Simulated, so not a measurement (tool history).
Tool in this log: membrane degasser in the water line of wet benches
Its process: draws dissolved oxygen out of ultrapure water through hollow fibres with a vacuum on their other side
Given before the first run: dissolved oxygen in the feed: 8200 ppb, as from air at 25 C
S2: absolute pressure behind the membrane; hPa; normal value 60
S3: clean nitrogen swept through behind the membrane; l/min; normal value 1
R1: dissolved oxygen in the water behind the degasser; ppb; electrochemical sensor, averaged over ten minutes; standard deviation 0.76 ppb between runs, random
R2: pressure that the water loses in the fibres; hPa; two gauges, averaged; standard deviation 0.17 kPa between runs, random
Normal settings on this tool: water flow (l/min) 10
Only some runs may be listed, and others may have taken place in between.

{"run": 1, "hour": 0.0, "water flow (l/min)": 10, "S2": 60, "S3": 1, "R1": 73.5, "R2": 270.4}
{"run": 2, "hour": 92.9, "water flow (l/min)": 10, "S2": 64.4, "S3": 1, "R1": 85, "R2": 269.5}
{"run": 3, "hour": 167.3, "water flow (l/min)": 10, "S2": 64.4, "S3": 1, "R1": 83.8, "R2": 270.1}
{"run": 4, "hour": 222.7, "water flow (l/min)": 10, "S2": 64.4, "S3": 1, "R1": 83.6, "R2": 271.9}
{"run": 5, "hour": 320.1, "water flow (l/min)": 14, "S2": 60, "S3": 1, "R1": 116, "R2": 381}
{"run": 6, "hour": 407.2, "water flow (l/min)": 10, "S2": 60, "S3": 1, "R1": 72.3, "R2": 269.5}
{"run": 7, "hour": 492.3, "water flow (l/min)": 10, "S2": 60, "S3": 0.64, "R1": 110.8, "R2": 268.7}
{"run": 8, "hour": 579.0, "water flow (l/min)": 10, "S2": 60, "S3": 0.64, "R1": 108.4, "R2": 268.6}
{"hour": 622.6, "done": "vacuum gauge calibrated"}
{"run": 9, "hour": 628.4, "water flow (l/min)": 10, "S2": 60, "S3": 0.64, "R1": 102.4, "R2": 271.8}
{"run": 10, "hour": 667.6, "water flow (l/min)": 10, "S2": 60, "S3": 0.64, "R1": 104.7, "R2": 271.9}
{"run": 11, "hour": 761.3, "water flow (l/min)": 10, "S2": 89.4, "S3": 0.64, "R1": 205, "R2": 273.5}
{"run": 12, "hour": 803.3, "water flow (l/min)": 10, "S2": 89.4, "S3": 0.64, "R1": 208.2, "R2": 268.6}
{"run": 13, "hour": 898.6, "water flow (l/min)": 10, "S2": 60, "S3": 1, "R1": 69.4, "R2": 273.6}
{"run": 14, "hour": 955.7, "water flow (l/min)": 7, "S2": 60, "S3": 1, "R1": 48.9, "R2": 192.4}
{"run": 15, "hour": 1004.3, "water flow (l/min)": 7, "S2": 60, "S3": 1, "R1": 48.7, "R2": 193.1}
{"run": 16, "hour": 1046.9, "water flow (l/min)": 11, "S2": 60, "S3": 1, "R1": 78.5, "R2": 303.2}
{"run": 17, "hour": 1124.2, "water flow (l/min)": 10, "S2": 79.3, "S3": 1, "R1": 114.8, "R2": 275.4}
{"run": 18, "hour": 1163.3, "water flow (l/min)": 10, "S2": 79.3, "S3": 1, "R1": 115.5, "R2": 273.5}
{"run": 19, "hour": 1229.8, "water flow (l/min)": 10, "S2": 79.3, "S3": 1, "R1": 115, "R2": 272.6}
{"run": 20, "hour": 1275.4, "water flow (l/min)": 10, "S2": 79.3, "S3": 1, "R1": 114.2, "R2": 274}
{"run": 21, "hour": 1348.6, "water flow (l/min)": 14, "S2": 60, "S3": 1.54, "R1": 82.4, "R2": 380.8}
{"run": 22, "hour": 1400.9, "water flow (l/min)": 10, "S2": 66.6, "S3": 1.36, "R1": 66.8, "R2": 276.6}

Run 23 is up next; what results do you expect?
{"run": 23, "hour": 1474.1, "water flow (l/min)": 7, "S2": 77.7, "S3": 0.64, "R1": "?", "R2": "?"}

{"run 23": {"R1": 119.7, "R2": 193.8}}
Were there no unlogged condition in the tool, this run, its random variation unchanged, would have produced R1 117.6 ppb, R2 187.9 hPa.

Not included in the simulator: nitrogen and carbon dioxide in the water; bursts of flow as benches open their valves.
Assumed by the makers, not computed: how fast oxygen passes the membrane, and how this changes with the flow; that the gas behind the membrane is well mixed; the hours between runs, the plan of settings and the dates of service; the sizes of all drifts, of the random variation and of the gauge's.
